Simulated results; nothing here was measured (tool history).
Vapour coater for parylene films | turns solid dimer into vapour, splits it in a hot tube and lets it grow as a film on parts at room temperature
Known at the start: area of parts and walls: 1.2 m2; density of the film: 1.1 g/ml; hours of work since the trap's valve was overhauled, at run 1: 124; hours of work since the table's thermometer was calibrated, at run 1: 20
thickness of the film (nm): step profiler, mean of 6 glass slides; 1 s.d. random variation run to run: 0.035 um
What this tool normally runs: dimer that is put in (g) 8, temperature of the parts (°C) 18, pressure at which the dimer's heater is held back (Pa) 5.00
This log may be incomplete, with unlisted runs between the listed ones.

| run | day | dimer that is put in (g) | temperature of the parts (°C) | pressure at which the dimer's heater is held back (Pa) | hours of work since the trap's valve was overhauled | hours of work since the table's thermometer was calibrated | thickness of the film (nm) |
|---|---|---|---|---|---|---|---|
| 1 | 0.000 | 8 | 18 | 5.00 | 124 | 20 | 4090 |
| 2 | 0.517 | 8 | 18 | 5.00 | 131 | 27 | 4150 |
| 3 | 1.125 | 8 | 18 | 5.00 | 139 | 36 | 4060 |
| 4 | 1.946 | 8 | 12 | 5.00 | 150 | 47 | 5070 |
| 5 | 2.742 | 8 | 12 | 5.00 | 161 | 58 | 5030 |
| 6 | 3.454 | 4 | 12 | 5.00 | 171 | 67 | 2530 |
| 7 | 4.233 | 4 | 12 | 5.00 | 181 | 78 | 2540 |
| 8 | 4.658 | 4 | 12 | 5.00 | 187 | 84 | 2550 |
| 9 | 5.050 | 3 | 18 | 5.00 | 193 | 89 | 1520 |
| 10 | 5.521 | 3 | 18 | 5.00 | 199 | 96 | 1520 |
| 11 | 6.096 | 8 | 18 | 5.00 | 207 | 104 | 4030 |
| 12 | 6.846 | 8 | 18 | 5.00 | 217 | 114 | 4040 |
| 13 | 7.396 | 8 | 18 | 5.00 | 225 | 121 | 4100 |
| 14 | 8.208 | 8 | 18 | 5.00 | 236 | 132 | 3960 |
| 15 | 8.775 | 8 | 18 | 6.20 | 244 | 140 | 3920 |
| 16 | 9.354 | 8 | 23 | 6.20 | 252 | 148 | 3260 |
| 17 | 10.171 | 8 | 18 | 11.67 | 263 | 159 | 3650 |
| 18 | 10.783 | 7 | 13 | 5.00 | 271 | 168 | 4130 |
| 19 | 11.146 | 3 | 18 | 8.55 | 276 | 173 | 1400 |
| 20 | 11.929 | 3 | 18 | 8.55 | 287 | 183 | 1430 |
| 21 | 12.483 | 11 | 25 | 3.24 | 294 | 191 | 4420 |
| 22 | 13.054 | 8 | 10 | 5.00 | 302 | 199 | 5390 |
| 23 | 13.854 | 8 | 10 | 7.21 | 313 | 210 | 5190 |
| 24 | 14.404 | 3 | 19 | 7.21 | 321 | 217 | 1370 |
| 25 | 15.146 | 3 | 19 | 7.21 | 331 | 227 | 1400 |
| 26 | 15.883 | 9 | 18 | 8.15 | 341 | 237 | 4230 |
|  | 16.425 | trap's valve overhauled |
| 27 | 16.462 | 4 | 18 | 2.27 | 1 | 243 | 2250 |
| 28 | 17.125 | 12 | 17 | 3.70 | 10 | 252 | 6710 |

Alternative continuations, all from the tool just after run 28; predict every row:
| A | 17.612 | 5 | 12 | 5.29 | 16 | 259 | ? |
| B | 17.612 | 4 | 13 | 6.81 | 16 | 259 | ? |
| C | 17.612 | 6 | 28 | 5.00 | 16 | 259 | ? |

| run | thickness of the film (nm) |
|---|---|
| A | 3240 |
| B | 2420 |
| C | 2150 |
Without the tool's unlogged condition, the same runs would have read:
| run | thickness of the film (nm) |
|---|---|
| A | 3250 |
| B | 2430 |
| C | 2160 |

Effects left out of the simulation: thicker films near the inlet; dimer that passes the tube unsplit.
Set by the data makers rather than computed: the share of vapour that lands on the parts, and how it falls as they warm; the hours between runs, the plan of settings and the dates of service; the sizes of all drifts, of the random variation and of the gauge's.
